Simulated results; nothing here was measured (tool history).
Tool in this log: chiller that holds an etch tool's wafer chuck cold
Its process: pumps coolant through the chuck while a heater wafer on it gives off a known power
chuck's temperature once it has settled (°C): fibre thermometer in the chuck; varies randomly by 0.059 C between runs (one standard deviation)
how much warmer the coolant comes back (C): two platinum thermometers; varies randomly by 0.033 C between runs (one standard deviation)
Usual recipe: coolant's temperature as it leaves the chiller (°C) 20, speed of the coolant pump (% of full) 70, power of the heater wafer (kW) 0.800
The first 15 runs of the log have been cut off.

run,hour,coolant's temperature as it leaves the chiller (°C),speed of the coolant pump (% of full),power of the heater wafer (kW),hours since the coolant was changed and the channels were flushed,hours since the pump was overhauled,hours since the chiller's thermometer was calibrated,chuck's temperature once it has settled (°C),how much warmer the coolant comes back (C)
16,898.4,20,70,0.800,6744,190,3646,27.35,4.45
# hour 910.5: coolant pump overhauled, once more
17,966.6,20,70,0.800,6807,56,3709,27.14,4.19
18,1005.6,20,70,0.800,6847,95,3748,27.16,4.17
19,1076.3,20,70,0.800,6917,166,3819,27.10,4.14
20,1156.1,28,70,0.894,6997,246,3898,36.01,4.65
21,1241.5,28,70,0.894,7082,331,3984,35.85,4.63
22,1306.5,28,70,0.894,7147,396,4049,36.02,4.66
23,1376.1,20,73,0.800,7217,466,4118,26.91,4.03
24,1434.8,10,75,0.800,7276,524,4177,16.81,3.90
# hour 1463.3: chiller's thermometer calibrated
25,1512.4,25,91,0.554,7352,601,49,28.93,2.23
26,1598.3,16,70,0.877,7438,687,135,23.66,4.62
27,1651.2,13,70,1.038,7491,740,188,22.01,5.54
28,1733.0,20,97,0.800,7573,822,270,25.48,2.93
29,1778.2,23,86,0.419,7618,867,315,26.26,1.74
30,1846.0,22,94,0.558,7686,935,383,25.94,2.16
31,1882.9,11,70,0.906,7723,971,420,18.88,4.81
32,1923.0,20,65,0.906,7763,1011,460,28.42,5.17

Alternative continuations, all from the tool just after run 32; predict every row:
A,1998.0,14,80,0.906,7838,1086,535,?,?
B,1998.0,20,66,0.616,7838,1086,535,?,?
C,1998.0,30,70,0.800,7838,1086,535,?,?
D,1998.0,19,87,0.817,7838,1086,535,?,?

run,chuck's temperature once it has settled (°C),how much warmer the coolant comes back (C)
A,21.16,4.11
B,25.68,3.47
C,37.08,4.16
D,25.07,3.41
Had the tool no hidden state, the same runs would have come out as:
run,chuck's temperature once it has settled (°C),how much warmer the coolant comes back (C)
A,20.55,4.06
B,25.23,3.43
C,36.51,4.11
D,24.55,3.37
